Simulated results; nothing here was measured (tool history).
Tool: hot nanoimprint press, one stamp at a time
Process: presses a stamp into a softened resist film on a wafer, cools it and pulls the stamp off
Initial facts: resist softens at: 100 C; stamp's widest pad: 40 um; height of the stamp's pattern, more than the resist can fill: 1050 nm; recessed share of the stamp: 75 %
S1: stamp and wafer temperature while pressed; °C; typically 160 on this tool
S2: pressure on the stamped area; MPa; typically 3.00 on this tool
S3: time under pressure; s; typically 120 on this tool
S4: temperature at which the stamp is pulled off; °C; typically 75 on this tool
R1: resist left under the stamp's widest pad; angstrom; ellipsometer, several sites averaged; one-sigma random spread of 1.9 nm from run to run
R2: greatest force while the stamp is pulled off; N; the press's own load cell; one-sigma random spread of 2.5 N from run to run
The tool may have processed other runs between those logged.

run,hour,S1,S2,S3,S4,R1,R2
1,0.0,160,3.00,120,75,3019,137
2,12.1,160,3.00,120,75,3048,144
3,37.7,160,3.00,120,75,3086,143
4,56.7,160,3.00,120,75,3115,143
5,68.6,160,3.00,120,80,3099,147
6,85.8,160,3.00,120,80,3065,145
7,100.9,160,3.00,120,80,3138,143
8,114.7,163,3.00,120,75,2701,151
9,127.2,163,3.00,120,75,2726,156
10,152.0,163,3.00,120,75,2747,154
# hour 164.2: stamp cleaned and given a new release coat
11,180.4,160,3.00,88,75,3514,120
12,200.4,160,3.00,99,75,3376,125
# hour 204.7: plate thermocouple calibrated
13,224.2,160,3.00,75,75,3743,126
14,239.1,160,3.00,120,75,3157,126
15,250.1,160,3.00,120,75,3170,127
16,267.7,169,2.83,88,78,2460,122
# hour 284.5: plate thermocouple calibrated, once more
17,287.8,169,2.83,88,78,2444,132
18,312.8,160,3.26,120,79,3028,132
19,323.4,160,2.83,120,72,3231,136
20,339.9,160,2.83,120,79,3229,128
21,358.6,160,1.87,95,78,4147,134
22,377.9,160,1.87,63,78,4672,129
23,397.5,160,1.87,63,78,4667,142
24,408.6,160,1.87,63,78,4642,138
25,431.0,163,2.56,217,81,2378,140
26,450.9,163,3.48,120,82,2580,139
27,465.8,163,3.48,120,82,2590,143
28,486.4,163,3.48,120,82,2599,143
29,497.2,163,3.48,120,82,2615,146

Table of differences, measured result less the result of that run with no hidden state. Run-to-run variation is the same in both. Gauge scatter possibly is not:
Unlogged tool condition in this case: true temperature over the reading, C; pressure that arrives at the usual setting, %; grip of the stamp's worn release coat, % over a new coat's; drift of the gauge itself on residual_nm, %; drift of the gauge itself on pull_off_n, %.
run,R1,R2
1,+44,+22
2,+48,+25
3,+57,+27
4,+64,+28
5,+66,+30
6,+72,+31
7,+78,+31
8,+74,+34
9,+78,+37
10,+86,+39
11,+108,+2
12,+113,+4
13,+133,+6
14,+127,+8
15,+132,+9
16,+105,+10
17,+80,+13
18,+115,+15
19,+110,+17
20,+116,+17
21,+102,+19
22,+106,+21
23,+112,+24
24,+114,+25
25,+108,+27
26,+146,+28
27,+149,+31
28,+156,+32
29,+160,+34
